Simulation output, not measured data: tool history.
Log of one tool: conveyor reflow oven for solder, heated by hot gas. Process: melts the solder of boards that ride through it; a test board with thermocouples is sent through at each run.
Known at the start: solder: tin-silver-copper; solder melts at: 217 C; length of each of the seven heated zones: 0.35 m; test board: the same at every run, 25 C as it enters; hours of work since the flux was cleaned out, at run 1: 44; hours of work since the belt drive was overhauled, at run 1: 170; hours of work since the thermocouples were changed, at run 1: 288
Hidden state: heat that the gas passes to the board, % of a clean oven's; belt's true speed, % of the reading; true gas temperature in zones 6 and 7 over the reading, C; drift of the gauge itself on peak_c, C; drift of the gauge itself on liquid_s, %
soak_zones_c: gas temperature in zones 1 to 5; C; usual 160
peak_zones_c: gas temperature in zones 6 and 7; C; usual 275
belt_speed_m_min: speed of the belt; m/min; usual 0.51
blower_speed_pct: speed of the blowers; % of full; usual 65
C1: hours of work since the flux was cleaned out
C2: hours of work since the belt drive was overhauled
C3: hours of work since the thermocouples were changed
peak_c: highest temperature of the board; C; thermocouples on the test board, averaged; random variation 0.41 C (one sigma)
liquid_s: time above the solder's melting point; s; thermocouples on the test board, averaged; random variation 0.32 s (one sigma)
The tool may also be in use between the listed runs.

Run 1, hour 0: usual settings; C1 44; C2 170; C3 288. Result: peak_c 256.3 C, liquid_s 59.2 s.
Run 2, hour 45: usual settings; C1 63; C2 189; C3 307. Result: peak_c 255.3 C, liquid_s 58.6 s.
Run 3, hour 97.7: usual settings; C1 85; C2 211; C3 329. Result: peak_c 255.5 C, liquid_s 59.2 s.
Run 4, hour 137.3: usual settings; C1 102; C2 228; C3 346. Result: peak_c 256.5 C, liquid_s 59.8 s.
Run 5, hour 196.9: usual settings; C1 127; C2 253; C3 371. Result: peak_c 256 C, liquid_s 59.5 s.
Run 6, hour 264: usual settings; C1 155; C2 282; C3 399. Result: peak_c 255.6 C, liquid_s 58.8 s.
Run 7, hour 341.7: usual settings; C1 188; C2 314; C3 432. Result: peak_c 255.2 C, liquid_s 58.8 s.
Run 8, hour 385.4: usual settings but belt_speed_m_min 0.425 m/min; C1 207; C2 333; C3 451. Result: peak_c 261.6 C, liquid_s 77.7 s.
Run 9, hour 460: usual settings but belt_speed_m_min 0.426 m/min; C1 238; C2 364; C3 482. Result: peak_c 261.6 C, liquid_s 76.8 s.
Run 10, hour 507.6: usual settings; C1 258; C2 384; C3 502. Result: peak_c 255.4 C, liquid_s 59.4 s.
At hour 545.8: flux residue cleaned out of gas plates and filters.
Run 11, hour 550.1: usual settings; C1 2; C2 400; C3 518. Result: peak_c 255.6 C, liquid_s 59 s.
Run 12, hour 627.3: usual settings but soak_zones_c 156 C; C1 34; C2 433; C3 550. Result: peak_c 255 C, liquid_s 57.8 s.
Run 13, hour 673.7: usual settings but soak_zones_c 156 C; C1 54; C2 452; C3 570. Result: peak_c 255.5 C, liquid_s 57.4 s.
Run 14, hour 742.8: usual settings but soak_zones_c 156 C; C1 83; C2 481; C3 599. Result: peak_c 255.9 C, liquid_s 57.7 s.
Run 15, hour 781.1: usual settings but soak_zones_c 156 C; C1 99; C2 498; C3 615. Result: peak_c 255.2 C, liquid_s 57.8 s.
Run 16, hour 815.4: usual settings; C1 114; C2 512; C3 630. Result: peak_c 256.5 C, liquid_s 58.8 s.
Run 17, hour 848.9: usual settings but peak_zones_c 273 C, blower_speed_pct 74 % of full; C1 128; C2 526; C3 644. Result: peak_c 255.8 C, liquid_s 60 s.
Run 18, hour 910: usual settings but blower_speed_pct 83 % of full; C1 154; C2 552; C3 670. Result: peak_c 259.3 C, liquid_s 62.2 s.
Run 19, hour 959.6: usual settings but peak_zones_c 265 C, blower_speed_pct 55 % of full; C1 175; C2 573; C3 691. Result: peak_c 245 C, liquid_s 49.9 s.
Run 20, hour 1040.9: usual settings but soak_zones_c 148 C, peak_zones_c 286 C, blower_speed_pct 87 % of full; C1 209; C2 607; C3 725. Result: peak_c 269.4 C, liquid_s 64.4 s.
Run 21, hour 1117.5: usual settings but soak_zones_c 162 C, peak_zones_c 286 C, belt_speed_m_min 0.457 m/min, blower_speed_pct 87 % of full; C1 241; C2 640; C3 757. Result: peak_c 273.6 C, liquid_s 79.4 s.
Run 22, hour 1179.3: usual settings but soak_zones_c 162 C, peak_zones_c 286 C, belt_speed_m_min 0.573 m/min, blower_speed_pct 83 % of full; C1 267; C2 666; C3 783. Result: peak_c 265.3 C, liquid_s 58.7 s.
At hour 1193: flux residue cleaned out of gas plates and filters.
Run 23, hour 1219: usual settings but soak_zones_c 162 C, peak_zones_c 286 C, belt_speed_m_min 0.5 m/min, blower_speed_pct 83 % of full; C1 11; C2 680; C3 798. Result: peak_c 270.7 C, liquid_s 70.8 s.
Run 24, hour 1277.7: usual settings but soak_zones_c 162 C, peak_zones_c 286 C, belt_speed_m_min 0.5 m/min, blower_speed_pct 83 % of full; C1 36; C2 705; C3 823. Result: peak_c 270.5 C, liquid_s 70.4 s.
Run 25, hour 1358.4: usual settings but soak_zones_c 157 C, peak_zones_c 268 C, belt_speed_m_min 0.5 m/min, blower_speed_pct 83 % of full; C1 70; C2 739; C3 857. Result: peak_c 252.7 C, liquid_s 59.6 s.
At hour 1429.2: belt drive overhauled, speed set with a stopwatch.
Run 26, hour 1439.9: usual settings but soak_zones_c 157 C, peak_zones_c 268 C, belt_speed_m_min 0.5 m/min, blower_speed_pct 83 % of full; C1 103; C2 5; C3 890. Result: peak_c 253.8 C, liquid_s 58.9 s.
Run 27, hour 1520: usual settings but soak_zones_c 152 C, peak_zones_c 268 C, belt_speed_m_min 0.5 m/min, blower_speed_pct 67 % of full; C1 136; C2 38; C3 923. Result: peak_c 249.8 C, liquid_s 54 s.
Run 28, hour 1600.7: usual settings but soak_zones_c 153 C, peak_zones_c 268 C, belt_speed_m_min 0.5 m/min, blower_speed_pct 69 % of full; C1 170; C2 72; C3 957. Result: peak_c 250.6 C, liquid_s 54.2 s.
Run 29, hour 1644.8: usual settings but soak_zones_c 153 C, peak_zones_c 268 C, belt_speed_m_min 0.492 m/min, blower_speed_pct 72 % of full; C1 189; C2 91; C3 976. Result: peak_c 251.1 C, liquid_s 56.7 s.
Run 30, hour 1682.8: usual settings but peak_zones_c 282 C, blower_speed_pct 57 % of full; C1 205; C2 107; C3 992. Result: peak_c 260.4 C, liquid_s 62 s.
Run 31, hour 1728: usual settings but peak_zones_c 282 C, blower_speed_pct 57 % of full; C1 224; C2 126; C3 1011. Result: peak_c 259.4 C, liquid_s 61.6 s.
Run 32, hour 1772.3: usual settings but soak_zones_c 167 C, peak_zones_c 279 C, belt_speed_m_min 0.488 m/min, blower_speed_pct 51 % of full; C1 243; C2 145; C3 1030. Result: peak_c 258.3 C, liquid_s 65.3 s.

How the hidden state differs across the entries between the runs, from the last listed run before each to the first after it:
Between runs 10 and 11: flux residue cleaned out of gas plates and filters (hour 545.8)
  heat that the gas passes to the board, % of a clean oven's: 99.5 -> 99.9
Between runs 22 and 23: flux residue cleaned out of gas plates and filters (hour 1193)
  heat that the gas passes to the board, % of a clean oven's: 99.5 -> 99.9; true gas temperature in zones 6 and 7 over the reading, C: 0.15 -> 0.16
Between runs 25 and 26: belt drive overhauled, speed set with a stopwatch (hour 1429.2)
  belt's true speed, % of the reading: 99.96 -> 100; true gas temperature in zones 6 and 7 over the reading, C: 0.17 -> 0.18
